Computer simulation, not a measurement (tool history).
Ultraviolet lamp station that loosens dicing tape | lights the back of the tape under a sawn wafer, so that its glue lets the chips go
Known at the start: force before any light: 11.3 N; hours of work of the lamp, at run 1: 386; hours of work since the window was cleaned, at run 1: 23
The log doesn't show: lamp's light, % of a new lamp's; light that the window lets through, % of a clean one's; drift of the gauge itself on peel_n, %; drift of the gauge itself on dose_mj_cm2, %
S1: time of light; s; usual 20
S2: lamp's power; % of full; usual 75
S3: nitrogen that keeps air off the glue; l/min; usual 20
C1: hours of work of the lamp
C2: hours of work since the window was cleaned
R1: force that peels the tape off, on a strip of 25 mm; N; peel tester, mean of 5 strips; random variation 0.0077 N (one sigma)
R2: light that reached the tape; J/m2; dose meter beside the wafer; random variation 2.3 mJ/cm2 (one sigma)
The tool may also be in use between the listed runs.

run	hour	S1	S2	S3	C1	C2	R1	R2
1	0.0	20	75	20	386	23	0.405	2010
2	11.3	20	75	20	393	30	0.395	2000
3	26.1	20	75	20	402	39	0.398	1980
4	35.4	20	70	20	408	44	0.500	1850
5	45.4	20	70	20	414	50	0.498	1830
6	55.9	21	75	20	420	57	0.360	2070
7	65.9	40	75	20	426	63	0.107	3900
8	76.7	40	75	20	433	69	0.099	3880
9	93.9	40	75	20	443	80	0.113	3840
10	106.9	40	75	20	451	88	0.103	3830
11	124.9	40	75	20	462	99	0.100	3820
12	136.4	20	75	20	469	106	0.459	1930
13	147.2	20	75	20	476	112	0.478	1880
14	162.0	29	64	22	485	121	0.244	2320
15	170.9	29	70	21	490	126	0.201	2530
16	182.0	14	78	20	497	133	1.033	1370
17	195.1	14	81	20	505	141	0.968	1380
18	212.2	18	75	15	515	151	0.854	1640

Run 19 comes next. What will it give?
19	229.5	18	75	15	525	162	?	?

R1: 0.881 N
R2: 1650 J/m2
Without the tool's hidden state the same run would have given R1 0.531 N, R2 2010 J/m2.
